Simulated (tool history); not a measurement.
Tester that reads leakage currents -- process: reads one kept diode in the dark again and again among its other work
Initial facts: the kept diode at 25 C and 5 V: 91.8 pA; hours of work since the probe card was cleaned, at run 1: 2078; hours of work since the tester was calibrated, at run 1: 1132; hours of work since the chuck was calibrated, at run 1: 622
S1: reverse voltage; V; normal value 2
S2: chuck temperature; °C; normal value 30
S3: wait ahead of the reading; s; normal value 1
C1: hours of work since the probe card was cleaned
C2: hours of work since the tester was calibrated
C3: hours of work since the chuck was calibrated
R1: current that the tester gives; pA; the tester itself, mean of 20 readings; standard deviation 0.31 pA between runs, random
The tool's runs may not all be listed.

run,day,S1,S2,S3,C1,C2,C3,R1
1,0,2,30,1,2078,1132,622,94.8
2,1.9,7.01,30,1,2103,1157,647,154.34
3,5.104,7.01,30,1,2144,1198,688,153.04
4,7.404,2,30,1,2174,1228,718,94.06
5,10.258,2,30,1,2210,1265,755,93.43
# day 10.608: probe card cleaned and baked
6,13.908,2,30,1,43,1310,800,93.68
7,17.65,1.01,57,1.47,91,1358,848,570.34
8,20.667,2.76,25,5.21,130,1397,887,68.55
9,22.362,2.95,30,1,151,1419,909,108.06
10,25.512,17.85,32,3.49,192,1460,950,254.77
# day 27.908: probe card cleaned and baked, once more
11,28.3,2.33,43,3.34,5,1494,984,272.53

Forecast each of these 4 alternatives for the next run:
A,31.604,15.64,25,0.48,48,1536,1027,?
B,31.604,1.75,43,6.3,48,1536,1027,?
C,31.604,16.91,43,3.34,48,1536,1027,?
D,31.604,5.64,43,3.34,48,1536,1027,?

run,R1
A,136.72
B,242.62
C,566.77
D,374.56
Without the tool's unlogged condition, the same runs would have read:
run,R1
A,151.77
B,268.8
C,627.58
D,414.88

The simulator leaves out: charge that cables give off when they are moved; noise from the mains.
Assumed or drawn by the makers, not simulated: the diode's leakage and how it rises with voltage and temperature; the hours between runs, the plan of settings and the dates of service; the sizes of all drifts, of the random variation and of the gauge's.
